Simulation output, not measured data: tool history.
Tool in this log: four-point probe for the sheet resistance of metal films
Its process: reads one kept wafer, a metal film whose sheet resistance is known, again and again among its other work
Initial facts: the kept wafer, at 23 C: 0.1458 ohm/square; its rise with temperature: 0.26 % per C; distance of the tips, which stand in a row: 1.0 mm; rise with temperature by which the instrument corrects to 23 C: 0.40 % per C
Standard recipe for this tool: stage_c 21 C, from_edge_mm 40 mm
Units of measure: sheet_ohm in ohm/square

{"run": 1, "hour": 0.0, "stage_c": 21, "from_edge_mm": 40, "sheet_ohm": 0.145494}
{"run": 2, "hour": 42.2, "stage_c": 21, "from_edge_mm": 43, "sheet_ohm": 0.145534}
{"run": 3, "hour": 96.0, "stage_c": 21, "from_edge_mm": 5, "sheet_ohm": 0.148512}
{"run": 4, "hour": 154.6, "stage_c": 21, "from_edge_mm": 5, "sheet_ohm": 0.148542}
{"run": 5, "hour": 217.5, "stage_c": 21, "from_edge_mm": 5, "sheet_ohm": 0.148486}
{"run": 6, "hour": 294.0, "stage_c": 21, "from_edge_mm": 5, "sheet_ohm": 0.14855}
{"run": 7, "hour": 362.0, "stage_c": 21, "from_edge_mm": 5, "sheet_ohm": 0.148505}
{"run": 8, "hour": 421.2, "stage_c": 21, "from_edge_mm": 5, "sheet_ohm": 0.148411}
{"run": 9, "hour": 460.9, "stage_c": 21, "from_edge_mm": 5, "sheet_ohm": 0.148509}
{"run": 10, "hour": 523.4, "stage_c": 34, "from_edge_mm": 45, "sheet_ohm": 0.142816}
{"hour": 529.0, "done": "stage's thermometer calibrated"}
{"run": 11, "hour": 610.2, "stage_c": 26, "from_edge_mm": 61, "sheet_ohm": 0.144383}
{"run": 12, "hour": 652.0, "stage_c": 21, "from_edge_mm": 12, "sheet_ohm": 0.145949}
{"hour": 719.8, "done": "stage's thermometer calibrated, once more"}
{"run": 13, "hour": 731.5, "stage_c": 21, "from_edge_mm": 12, "sheet_ohm": 0.145695}
{"run": 14, "hour": 788.3, "stage_c": 33, "from_edge_mm": 40, "sheet_ohm": 0.142816}
{"run": 15, "hour": 865.9, "stage_c": 20, "from_edge_mm": 7, "sheet_ohm": 0.146921}
{"run": 16, "hour": 916.8, "stage_c": 20, "from_edge_mm": 7, "sheet_ohm": 0.146868}
{"run": 17, "hour": 1004.4, "stage_c": 21, "from_edge_mm": 4, "sheet_ohm": 0.1498}
{"run": 18, "hour": 1071.7, "stage_c": 20, "from_edge_mm": 14, "sheet_ohm": 0.145635}

Predict each of these 5 candidate next runs independently; none follows another, all start after run 18:
{"run": "A", "hour": 1123.2, "stage_c": 24, "from_edge_mm": 28, "sheet_ohm": "?"}
{"run": "B", "hour": 1123.2, "stage_c": 34, "from_edge_mm": 6, "sheet_ohm": "?"}
{"run": "C", "hour": 1123.2, "stage_c": 34, "from_edge_mm": 34, "sheet_ohm": "?"}
{"run": "D", "hour": 1123.2, "stage_c": 21, "from_edge_mm": 5, "sheet_ohm": "?"}
{"run": "E", "hour": 1123.2, "stage_c": 33, "from_edge_mm": 30, "sheet_ohm": "?"}

run=A sheet_ohm=0.14453
run=B sheet_ohm=0.144617
run=C sheet_ohm=0.142573
run=D sheet_ohm=0.148073
run=E sheet_ohm=0.142762
What these runs would have given with no unlogged condition in the tool:
run=A sheet_ohm=0.145703
run=B sheet_ohm=0.145789
run=C sheet_ohm=0.14373
run=D sheet_ohm=0.149273
run=E sheet_ohm=0.143921
